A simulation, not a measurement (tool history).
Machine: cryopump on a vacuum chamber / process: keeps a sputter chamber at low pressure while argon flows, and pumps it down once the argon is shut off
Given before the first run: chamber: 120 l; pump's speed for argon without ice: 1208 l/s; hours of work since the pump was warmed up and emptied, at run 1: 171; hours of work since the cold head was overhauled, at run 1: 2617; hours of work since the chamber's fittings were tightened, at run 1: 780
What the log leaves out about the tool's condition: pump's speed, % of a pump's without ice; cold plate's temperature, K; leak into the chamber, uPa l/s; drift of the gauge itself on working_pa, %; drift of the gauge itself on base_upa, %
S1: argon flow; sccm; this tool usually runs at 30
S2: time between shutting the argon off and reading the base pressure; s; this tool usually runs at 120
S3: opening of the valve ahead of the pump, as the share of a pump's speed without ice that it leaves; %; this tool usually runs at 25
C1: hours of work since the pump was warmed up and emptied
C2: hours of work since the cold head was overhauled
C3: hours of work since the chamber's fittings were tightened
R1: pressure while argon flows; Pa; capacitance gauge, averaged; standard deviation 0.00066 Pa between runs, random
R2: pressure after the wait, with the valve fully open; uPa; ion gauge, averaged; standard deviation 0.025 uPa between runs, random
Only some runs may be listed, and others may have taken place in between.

{"run": 1, "hour": 0.0, "S1": 30, "S2": 120, "S3": 25, "C1": 171, "C2": 2617, "C3": 780, "R1": 0.1703, "R2": 1.35}
{"run": 2, "hour": 46.5, "S1": 30, "S2": 120, "S3": 25, "C1": 208, "C2": 2655, "C3": 818, "R1": 0.1718, "R2": 1.4}
{"run": 3, "hour": 109.4, "S1": 30, "S2": 120, "S3": 25, "C1": 259, "C2": 2706, "C3": 869, "R1": 0.1708, "R2": 1.42}
{"run": 4, "hour": 175.2, "S1": 30, "S2": 120, "S3": 25, "C1": 312, "C2": 2759, "C3": 922, "R1": 0.1719, "R2": 1.47}
{"run": 5, "hour": 212.0, "S1": 30, "S2": 47, "S3": 25, "C1": 342, "C2": 2788, "C3": 952, "R1": 0.1727, "R2": 2.6}
{"run": 6, "hour": 291.8, "S1": 30, "S2": 47, "S3": 19, "C1": 407, "C2": 2853, "C3": 1016, "R1": 0.2255, "R2": 2.64}
{"run": 7, "hour": 331.7, "S1": 30, "S2": 47, "S3": 19, "C1": 439, "C2": 2885, "C3": 1048, "R1": 0.226, "R2": 2.66}
{"run": 8, "hour": 373.4, "S1": 30, "S2": 120, "S3": 25, "C1": 473, "C2": 2919, "C3": 1082, "R1": 0.1734, "R2": 1.52}
{"run": 9, "hour": 452.6, "S1": 33, "S2": 120, "S3": 25, "C1": 537, "C2": 2983, "C3": 1146, "R1": 0.1917, "R2": 1.61}
{"run": 10, "hour": 498.3, "S1": 19, "S2": 120, "S3": 25, "C1": 573, "C2": 3020, "C3": 1183, "R1": 0.1106, "R2": 1.65}
{"run": 11, "hour": 583.3, "S1": 25, "S2": 120, "S3": 25, "C1": 642, "C2": 3089, "C3": 1252, "R1": 0.1452, "R2": 1.7}
{"run": 12, "hour": 628.0, "S1": 25, "S2": 120, "S3": 25, "C1": 678, "C2": 3125, "C3": 1288, "R1": 0.1471, "R2": 1.7}
{"run": 13, "hour": 686.0, "S1": 25, "S2": 120, "S3": 25, "C1": 725, "C2": 3171, "C3": 1335, "R1": 0.1472, "R2": 1.69}
{"run": 14, "hour": 751.9, "S1": 54, "S2": 76, "S3": 19, "C1": 779, "C2": 3225, "C3": 1388, "R1": 0.4152, "R2": 2.17}
{"run": 15, "hour": 795.4, "S1": 54, "S2": 76, "S3": 19, "C1": 814, "C2": 3260, "C3": 1423, "R1": 0.4132, "R2": 2.21}
{"run": 16, "hour": 881.8, "S1": 54, "S2": 76, "S3": 18, "C1": 883, "C2": 3330, "C3": 1493, "R1": 0.4393, "R2": 2.29}
{"run": 17, "hour": 937.0, "S1": 54, "S2": 76, "S3": 19, "C1": 928, "C2": 3374, "C3": 1538, "R1": 0.4169, "R2": 2.31}
{"run": 18, "hour": 992.2, "S1": 30, "S2": 32, "S3": 19, "C1": 973, "C2": 3419, "C3": 1582, "R1": 0.2316, "R2": 3.92}
{"run": 19, "hour": 1048.8, "S1": 30, "S2": 34, "S3": 53, "C1": 1018, "C2": 3465, "C3": 1628, "R1": 0.0907, "R2": 3.75}
{"run": 20, "hour": 1120.2, "S1": 57, "S2": 34, "S3": 35, "C1": 1076, "C2": 3523, "C3": 1686, "R1": 0.253, "R2": 3.8}
{"run": 21, "hour": 1162.4, "S1": 57, "S2": 34, "S3": 35, "C1": 1110, "C2": 3557, "C3": 1720, "R1": 0.2525, "R2": 3.93}
{"run": 22, "hour": 1198.7, "S1": 57, "S2": 34, "S3": 35, "C1": 1140, "C2": 3586, "C3": 1749, "R1": 0.2532, "R2": 3.82}
{"hour": 1228.4, "done": "pump warmed up, emptied and cooled again"}
{"run": 23, "hour": 1257.0, "S1": 32, "S2": 23, "S3": 35, "C1": 23, "C2": 3629, "C3": 1792, "R1": 0.1292, "R2": 4.92}
{"run": 24, "hour": 1309.2, "S1": 32, "S2": 23, "S3": 35, "C1": 65, "C2": 3671, "C3": 1834, "R1": 0.1303, "R2": 4.73}
{"run": 25, "hour": 1377.7, "S1": 17, "S2": 23, "S3": 20, "C1": 121, "C2": 3727, "C3": 1890, "R1": 0.1207, "R2": 5.0}
{"run": 26, "hour": 1439.2, "S1": 17, "S2": 23, "S3": 20, "C1": 170, "C2": 3776, "C3": 1939, "R1": 0.121, "R2": 4.87}

Predict each of these 5 candidate next runs independently; none follows another, all start after run 26:
{"run": "A", "hour": 1485.3, "S1": 28, "S2": 77, "S3": 44, "C1": 208, "C2": 3814, "C3": 1977, "R1": "?", "R2": "?"}
{"run": "B", "hour": 1485.3, "S1": 30, "S2": 60, "S3": 25, "C1": 208, "C2": 3814, "C3": 1977, "R1": "?", "R2": "?"}
{"run": "C", "hour": 1485.3, "S1": 19, "S2": 120, "S3": 25, "C1": 208, "C2": 3814, "C3": 1977, "R1": "?", "R2": "?"}
{"run": "D", "hour": 1485.3, "S1": 19, "S2": 23, "S3": 20, "C1": 208, "C2": 3814, "C3": 1977, "R1": "?", "R2": "?"}
{"run": "E", "hour": 1485.3, "S1": 37, "S2": 120, "S3": 16, "C1": 208, "C2": 3814, "C3": 1977, "R1": "?", "R2": "?"}

run=A R1=0.0926 R2=2.31
run=B R1=0.1717 R2=2.64
run=C R1=0.1087 R2=1.93
run=D R1=0.1354 R2=4.83
run=E R1=0.3265 R2=1.93
Had the tool no hidden state, the same runs would have come out as:
run=A R1=0.0895 R2=1.37
run=B R1=0.1684 R2=1.71
run=C R1=0.1065 R2=0.99
run=D R1=0.1333 R2=3.92
run=E R1=0.3224 R2=0.99

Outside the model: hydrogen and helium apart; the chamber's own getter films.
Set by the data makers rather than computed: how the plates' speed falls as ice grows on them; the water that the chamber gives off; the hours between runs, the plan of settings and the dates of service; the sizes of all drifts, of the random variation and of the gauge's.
